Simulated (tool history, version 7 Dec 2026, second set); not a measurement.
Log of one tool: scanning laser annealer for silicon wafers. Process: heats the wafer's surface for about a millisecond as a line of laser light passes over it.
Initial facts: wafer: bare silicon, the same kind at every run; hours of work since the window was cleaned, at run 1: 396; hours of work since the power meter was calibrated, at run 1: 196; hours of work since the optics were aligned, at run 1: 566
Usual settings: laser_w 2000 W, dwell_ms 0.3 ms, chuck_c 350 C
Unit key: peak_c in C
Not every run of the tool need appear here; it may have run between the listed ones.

run,hour,laser_w,dwell_ms,chuck_c,hours of work since the window was cleaned,hours of work since the power meter was calibrated,hours of work since the optics were aligned,peak_c
1,0,2000,0.3,350,396,196,566,1174
2,15.9,2000,0.3,350,404,203,573,1178
3,31,2000,0.3,350,411,211,580,1178
4,38.7,2000,0.3,350,415,214,584,1175
5,45.4,2000,0.3,350,418,218,587,1179
6,53.3,2000,0.3,350,422,221,591,1176
7,65.5,2000,0.3,350,428,227,597,1173
8,74.7,2000,0.3,350,432,232,601,1179
9,87,2000,0.3,350,438,237,607,1172
10,97.7,2000,0.3,350,443,243,612,1178
11,113.4,2000,0.224,350,451,250,620,1052
12,124.2,1993,0.3,350,456,255,625,1174
13,139.8,2000,0.279,350,463,263,632,1143
14,151,2000,0.277,350,469,268,638,1142
15,167.3,2000,0.277,350,476,276,646,1139
16,176.5,1958,0.3,350,481,280,650,1159
17,191.2,2000,0.3,350,488,287,657,1177
18,207.2,2141,0.3,350,495,295,665,1242
19,221.2,2141,0.3,335,502,302,671,1226
20,236.4,2141,0.3,335,509,309,679,1226
21,243.4,1865,0.229,350,513,312,682,1007
22,251.6,2000,0.29,310,517,316,686,1121
23,259.3,2000,0.256,310,520,320,689,1066
24,274.1,2000,0.256,310,527,327,697,1066
25,282.9,1902,0.256,389,532,331,701,1106
26,289.9,1902,0.296,374,535,334,704,1150
27,306.2,1771,0.31,388,543,342,712,1123
28,322.6,2000,0.306,366,551,350,720,1202
29,337.4,2000,0.267,346,558,357,727,1121
30,346.5,1956,0.284,362,562,361,731,1145
31,356.6,2000,0.3,339,567,366,736,1162
32,367.8,1883,0.281,357,572,372,741,1101
33,384.3,1883,0.281,357,580,380,749,1102
34,395.5,2000,0.221,316,585,385,755,1016
35,403.9,2000,0.271,314,589,389,759,1094
36,416.9,2000,0.271,314,596,395,765,1092
37,431.2,2038,0.326,314,602,402,772,1199
38,441.7,1829,0.215,333,607,407,777,954
39,450.9,1768,0.251,384,612,411,781,1037
40,460.1,2000,0.358,351,616,416,785,1263

Alternative continuations, all from the tool just after run 40; predict every row:
A,474.6,2000,0.3,375,623,423,792,?
B,474.6,2000,0.308,363,623,423,792,?
C,474.6,2035,0.3,365,623,423,792,?
D,474.6,2181,0.348,380,623,423,792,?
E,474.6,2000,0.291,351,623,423,792,?

run,peak_c
A,1199
B,1200
C,1204
D,1371
E,1162
Without the tool's hidden state the same runs would have given:
run,peak_c
A,1200
B,1202
C,1206
D,1372
E,1164

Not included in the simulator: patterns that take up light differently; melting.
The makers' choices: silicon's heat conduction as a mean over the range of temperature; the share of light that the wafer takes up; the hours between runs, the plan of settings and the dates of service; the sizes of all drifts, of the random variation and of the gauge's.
